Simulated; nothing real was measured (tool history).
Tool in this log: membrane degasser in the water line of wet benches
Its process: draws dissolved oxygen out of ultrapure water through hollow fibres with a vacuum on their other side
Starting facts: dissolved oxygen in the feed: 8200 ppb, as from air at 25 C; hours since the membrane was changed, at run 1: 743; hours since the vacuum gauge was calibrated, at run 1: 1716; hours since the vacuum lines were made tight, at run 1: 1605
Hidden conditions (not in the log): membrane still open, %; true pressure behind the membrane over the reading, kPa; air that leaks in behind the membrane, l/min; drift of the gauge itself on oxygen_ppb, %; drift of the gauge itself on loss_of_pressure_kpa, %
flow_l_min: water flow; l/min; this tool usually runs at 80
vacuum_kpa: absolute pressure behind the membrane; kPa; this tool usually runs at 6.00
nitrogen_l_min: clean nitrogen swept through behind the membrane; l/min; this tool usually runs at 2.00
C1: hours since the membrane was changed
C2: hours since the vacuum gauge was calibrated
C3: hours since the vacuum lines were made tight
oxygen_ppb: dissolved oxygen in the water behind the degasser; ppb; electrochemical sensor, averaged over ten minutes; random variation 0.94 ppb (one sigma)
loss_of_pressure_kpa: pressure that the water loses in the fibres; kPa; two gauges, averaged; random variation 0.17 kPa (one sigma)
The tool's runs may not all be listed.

{"run": 1, "hour": 0.0, "flow_l_min": 80, "vacuum_kpa": 6.0, "nitrogen_l_min": 2.0, "C1": 743, "C2": 1716, "C3": 1605, "oxygen_ppb": 225.5, "loss_of_pressure_kpa": 28.43}
{"run": 2, "hour": 29.5, "flow_l_min": 80, "vacuum_kpa": 6.0, "nitrogen_l_min": 2.0, "C1": 772, "C2": 1746, "C3": 1634, "oxygen_ppb": 225.6, "loss_of_pressure_kpa": 28.48}
{"run": 3, "hour": 56.4, "flow_l_min": 80, "vacuum_kpa": 6.0, "nitrogen_l_min": 2.0, "C1": 799, "C2": 1773, "C3": 1661, "oxygen_ppb": 226.4, "loss_of_pressure_kpa": 28.07}
{"run": 4, "hour": 76.1, "flow_l_min": 80, "vacuum_kpa": 6.0, "nitrogen_l_min": 2.0, "C1": 819, "C2": 1793, "C3": 1681, "oxygen_ppb": 225.9, "loss_of_pressure_kpa": 28.42}
{"run": 5, "hour": 118.6, "flow_l_min": 80, "vacuum_kpa": 6.0, "nitrogen_l_min": 4.27, "C1": 861, "C2": 1835, "C3": 1723, "oxygen_ppb": 121.7, "loss_of_pressure_kpa": 28.12}
{"run": 6, "hour": 149.9, "flow_l_min": 80, "vacuum_kpa": 6.0, "nitrogen_l_min": 4.27, "C1": 893, "C2": 1866, "C3": 1755, "oxygen_ppb": 121.3, "loss_of_pressure_kpa": 28.44}
{"run": 7, "hour": 189.1, "flow_l_min": 80, "vacuum_kpa": 6.0, "nitrogen_l_min": 2.0, "C1": 932, "C2": 1906, "C3": 1794, "oxygen_ppb": 227.7, "loss_of_pressure_kpa": 28.33}
{"run": 8, "hour": 229.2, "flow_l_min": 80, "vacuum_kpa": 6.0, "nitrogen_l_min": 2.0, "C1": 972, "C2": 1946, "C3": 1834, "oxygen_ppb": 225.8, "loss_of_pressure_kpa": 28.29}
{"run": 9, "hour": 253.7, "flow_l_min": 80, "vacuum_kpa": 6.0, "nitrogen_l_min": 2.0, "C1": 996, "C2": 1970, "C3": 1858, "oxygen_ppb": 225.2, "loss_of_pressure_kpa": 28.4}
{"hour": 256.9, "done": "vacuum gauge calibrated"}
{"run": 10, "hour": 297.9, "flow_l_min": 77, "vacuum_kpa": 14.32, "nitrogen_l_min": 3.45, "C1": 1040, "C2": 41, "C3": 1902, "oxygen_ppb": 520.5, "loss_of_pressure_kpa": 26.93}
{"run": 11, "hour": 337.6, "flow_l_min": 80, "vacuum_kpa": 6.92, "nitrogen_l_min": 2.0, "C1": 1080, "C2": 81, "C3": 1942, "oxygen_ppb": 300.1, "loss_of_pressure_kpa": 28.37}
{"run": 12, "hour": 368.5, "flow_l_min": 73, "vacuum_kpa": 6.0, "nitrogen_l_min": 2.0, "C1": 1111, "C2": 112, "C3": 1973, "oxygen_ppb": 210.7, "loss_of_pressure_kpa": 25.85}
{"hour": 394.7, "done": "vacuum gauge calibrated, once more"}
{"run": 13, "hour": 400.0, "flow_l_min": 73, "vacuum_kpa": 6.0, "nitrogen_l_min": 2.0, "C1": 1142, "C2": 5, "C3": 2004, "oxygen_ppb": 206.6, "loss_of_pressure_kpa": 26.15}

Branching from run 13: 4 alternative next runs. What would each branch give?
{"run": "A", "hour": 433.3, "flow_l_min": 59, "vacuum_kpa": 6.21, "nitrogen_l_min": 1.94, "C1": 1175, "C2": 39, "C3": 2037, "oxygen_ppb": "?", "loss_of_pressure_kpa": "?"}
{"run": "B", "hour": 433.3, "flow_l_min": 73, "vacuum_kpa": 13.48, "nitrogen_l_min": 2.0, "C1": 1175, "C2": 39, "C3": 2037, "oxygen_ppb": "?", "loss_of_pressure_kpa": "?"}
{"run": "C", "hour": 433.3, "flow_l_min": 65, "vacuum_kpa": 5.38, "nitrogen_l_min": 1.22, "C1": 1175, "C2": 39, "C3": 2037, "oxygen_ppb": "?", "loss_of_pressure_kpa": "?"}
{"run": "D", "hour": 433.3, "flow_l_min": 70, "vacuum_kpa": 12.63, "nitrogen_l_min": 2.64, "C1": 1175, "C2": 39, "C3": 2037, "oxygen_ppb": "?", "loss_of_pressure_kpa": "?"}

run=A oxygen_ppb=192.0 loss_of_pressure_kpa=21.13
run=B oxygen_ppb=713.9 loss_of_pressure_kpa=25.89
run=C oxygen_ppb=215.3 loss_of_pressure_kpa=22.79
run=D oxygen_ppb=509.5 loss_of_pressure_kpa=24.87
Without the tool's hidden state the same runs would have given:
run=A oxygen_ppb=191.3 loss_of_pressure_kpa=21.00
run=B oxygen_ppb=713.1 loss_of_pressure_kpa=25.74
run=C oxygen_ppb=214.4 loss_of_pressure_kpa=22.65
run=D oxygen_ppb=508.8 loss_of_pressure_kpa=24.72
